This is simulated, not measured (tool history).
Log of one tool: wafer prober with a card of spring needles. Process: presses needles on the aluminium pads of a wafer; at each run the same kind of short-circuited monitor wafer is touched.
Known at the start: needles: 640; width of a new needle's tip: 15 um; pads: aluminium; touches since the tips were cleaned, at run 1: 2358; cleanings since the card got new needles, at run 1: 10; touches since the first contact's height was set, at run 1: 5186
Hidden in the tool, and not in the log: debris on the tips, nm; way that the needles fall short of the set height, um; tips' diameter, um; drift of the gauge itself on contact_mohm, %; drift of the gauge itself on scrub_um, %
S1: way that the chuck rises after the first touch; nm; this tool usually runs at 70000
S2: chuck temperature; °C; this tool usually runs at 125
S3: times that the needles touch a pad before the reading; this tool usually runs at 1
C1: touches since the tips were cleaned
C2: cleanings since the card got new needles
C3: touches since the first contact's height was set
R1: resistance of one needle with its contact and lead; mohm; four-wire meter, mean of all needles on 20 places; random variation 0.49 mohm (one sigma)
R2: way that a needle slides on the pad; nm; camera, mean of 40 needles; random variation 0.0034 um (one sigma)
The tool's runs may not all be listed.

run   hour     S1   S2  S3    C1  C2     C3     R1     R2
  1      0  70000  125   1  2358  10   5186  175.4  11064
      12.4  -- tips cleaned on abrasive film
  2   17.5  70000  125   1  1517  11  10300  175.5  11075
      33.1  -- tips cleaned on abrasive film
  3   44.7  70000  125   1  3386  12  18231  175.1  11083
      54.1  -- tips cleaned on abrasive film
  4     71  70000   93   1  4973  13  25923  169.1  11093
      73.5  -- tips cleaned on abrasive film
  5   84.9  61000  125   1  3339  14  29972  177.3   9673
      94.5  -- tips cleaned on abrasive film
  6   98.9  79000  125   1  1283  15  34034  172.5  12534
       116  -- tips cleaned on abrasive film
  7  118.5  79000  125   1   737  16  39756  173.1  12545
  8  130.7  79000  125   1  4303  16  43322  173.2  12548
     136.5  -- tips cleaned on abrasive film
  9    145  79000  125   1  2498  17  47493  173.7  12561
     157.1  -- tips cleaned on abrasive film
 10  165.4  79000  125   1  2427  18  53446  173.2  12567
     178.9  -- tips cleaned on abrasive film
 11  185.9  79000  125   1  2071  19  59443    174  12581
     199.3  -- tips cleaned on abrasive film
 12  202.8  79000  125   1  1042  20  64373  173.8  12594
     207.7  -- height of the first contact set anew
 13  217.4  79000  125   1  5230  20   2839  173.7  12588
     219.6  -- tips cleaned on abrasive film
 14  228.7  79000  125   1  2664  21   6102  174.1  12605
     239.1  -- tips cleaned on abrasive film
 15  252.2  79000  125   1  3826  22  12971  173.4  12616
     260.1  -- tips cleaned on abrasive film
 16  273.9  79000  125   1  4052  23  19308  174.1  12621
     281.7  -- tips cleaned on abrasive film
 17  291.7  79000  125   1  2928  24  24489  174.1  12628
     302.8  -- tips cleaned on abrasive film
 18  303.5  54000   28   1   203  25  27925  160.2   8640
     322.4  -- tips cleaned on abrasive film
 19  329.8  70000   45   1  2174  26  35623  160.9  11203
     342.5  -- tips cleaned on abrasive film
 20  351.6  70000   45   1  2655  27  41977  160.1  11219
     362.6  -- tips cleaned on abrasive film
 21  369.3  57000  125   2  1938  28  47126  177.8   9139
     382.5  -- tips cleaned on abrasive film
 22  388.5  57000  125   2  1770  29  52736  178.6   9145
     403.4  -- tips cleaned on abrasive film
 23  410.3  75000  125   1  2013  30  59089  173.8  12043
     423.9  -- tips cleaned on abrasive film
 24  428.9  64000  125   2  1460  31  64525  176.1  10282
     433.7  -- height of the first contact set anew
     444.3  -- tips cleaned on abrasive film
 25  451.1  74000  125   1  1989  32   5077  174.4  11900
       464  -- tips cleaned on abrasive film
 26  477.1  88000  125   2  3854  33  12670  172.1  14171
     483.6  -- tips cleaned on abrasive film
 27  495.3  84000  125   2  3446  34  17989  172.9  13535
     504.9  -- tips cleaned on abrasive film
     508.5  -- gauge calibrated
 28  509.1  84000  125   2  1247  35  22006  172.6  13274
 29  523.7  62000  125   2  5528  35  26287  177.2   9811
     525.5  -- tips cleaned on abrasive film
     545.3  -- tips cleaned on abrasive film
 30  545.3  86000  125   1     0  37  32542  172.5  13618
     566.9  -- tips cleaned on abrasive film
 31  568.3  70000   49   1   425  38  39266    161  11092
 32  582.8  70000   49   1  4662  38  43503  160.8  11097

Alternative continuations, all from the tool just after run 32; predict every row:
     586.6  -- tips cleaned on abrasive film
  A  596.6  70000   26   1  2924  39  47534   ?   ?
     586.6  -- tips cleaned on abrasive film
  B  596.6  70000   26   1  2924  39  47534   ?   ?
     586.6  -- tips cleaned on abrasive film
  C  596.6  70000   75   1  2924  39  47534   ?   ?
     586.6  -- tips cleaned on abrasive film
  D  596.6  57000  125   1  2924  39  47534   ?   ?

run     R1     R2
  A  157.2  11098
  B  156.2  11101
  C  165.7  11102
  D  178.5   9042
Without the tool's unlogged condition, the same runs would have read:
run     R1     R2
  A  157.1  11062
  B  156.1  11065
  C  165.6  11066
  D  178.3   9013
